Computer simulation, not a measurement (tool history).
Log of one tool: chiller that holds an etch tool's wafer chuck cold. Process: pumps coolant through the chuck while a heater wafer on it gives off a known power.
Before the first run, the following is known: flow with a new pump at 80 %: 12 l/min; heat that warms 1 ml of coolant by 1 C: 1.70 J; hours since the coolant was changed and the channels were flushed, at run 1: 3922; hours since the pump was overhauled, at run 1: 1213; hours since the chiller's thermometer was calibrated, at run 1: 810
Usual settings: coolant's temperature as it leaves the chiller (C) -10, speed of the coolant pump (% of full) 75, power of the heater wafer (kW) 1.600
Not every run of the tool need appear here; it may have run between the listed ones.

run	day	coolant's temperature as it leaves the chiller (C)	speed of the coolant pump (% of full)	power of the heater wafer (kW)	hours since the coolant was changed and the channels were flushed	hours since the pump was overhauled	hours since the chiller's thermometer was calibrated	chuck's temperature once it has settled (C)	how much warmer the coolant comes back (C)
1	0.000	-10	75	1.600	3922	1213	810	4.3	4.92
2	1.642	-7	75	1.600	3962	1252	850	7.3	4.97
3	3.233	-7	75	0.855	4000	1291	888	0.8	2.68
4	4.842	-7	75	0.855	4039	1329	926	0.7	2.65
5	6.375	-10	75	1.600	4075	1366	963	4.5	4.97
6	7.658	-10	75	1.600	4106	1397	994	4.5	4.97
7	9.550	-10	75	1.600	4152	1442	1039	4.4	4.91
8	10.683	-10	75	1.600	4179	1469	1067	4.3	4.89
9	12.242	-10	75	1.600	4216	1507	1104	4.4	4.98
10	14.071	-10	75	1.600	4260	1551	1148	4.5	4.87
11	15.112	-10	75	1.600	4285	1576	1173	4.5	4.93
12	16.471	-10	75	1.600	4318	1608	1206	4.5	4.87
13	17.725	-10	75	1.600	4348	1638	1236	4.5	4.88
14	18.967	-10	75	1.600	4378	1668	1265	4.5	4.95
15	20.946	-10	75	1.600	4425	1716	1313	4.4	4.80
16	21.908	-10	75	0.842	4448	1739	1336	-2.5	2.50
17	23.767	-10	75	0.842	4493	1783	1381	-2.4	2.51
18	25.125	-10	75	0.842	4525	1816	1413	-2.3	2.50
19	25.988	-7	99	1.087	4546	1837	1434	0.8	2.41
20	27.433	-7	99	1.087	4581	1871	1469	0.9	2.38
21	28.500	-7	99	1.087	4606	1897	1494	0.8	2.39
22	29.346	-7	99	1.087	4627	1917	1515	0.7	2.39
23	30.862	-11	82	1.354	4663	1954	1551	0.3	3.68
24	32.629	-6	98	0.812	4706	1996	1593	-0.2	1.78
25	34.562	-6	88	1.196	4752	2042	1640	3.5	2.93
26	36.542	-12	75	0.880	4799	2090	1687	-3.9	2.50
27	38.350	-19	96	1.600	4843	2133	1731	-7.2	3.66
28	39.921	-19	96	1.600	4881	2171	1768	-7.3	3.65
29	41.050	-2	83	1.600	4908	2198	1795	11.3	4.28
30	42.842	-3	64	1.600	4951	2241	1838	13.5	5.49
31	43.758	-3	64	1.600	4973	2263	1860	13.6	5.48
32	45.012	-3	77	1.625	5003	2293	1891	11.4	4.62

Forecast each of these 4 alternatives for the next run:
A	46.183	-6	75	1.173	5031	2321	1919	?	?
B	46.183	-3	66	1.625	5031	2321	1919	?	?
C	46.183	-1	68	1.549	5031	2321	1919	?	?
D	46.183	-3	74	1.988	5031	2321	1919	?	?

run	chuck's temperature once it has settled (C)	how much warmer the coolant comes back (C)
A	4.6	3.30
B	13.3	5.48
C	14.3	4.98
D	15.3	6.01
Take away the tool's hidden state, keep each run's random variation, and the runs would have read:
run	chuck's temperature once it has settled (C)	how much warmer the coolant comes back (C)
A	4.6	3.61
B	13.2	5.80
C	14.2	5.29
D	15.2	6.32
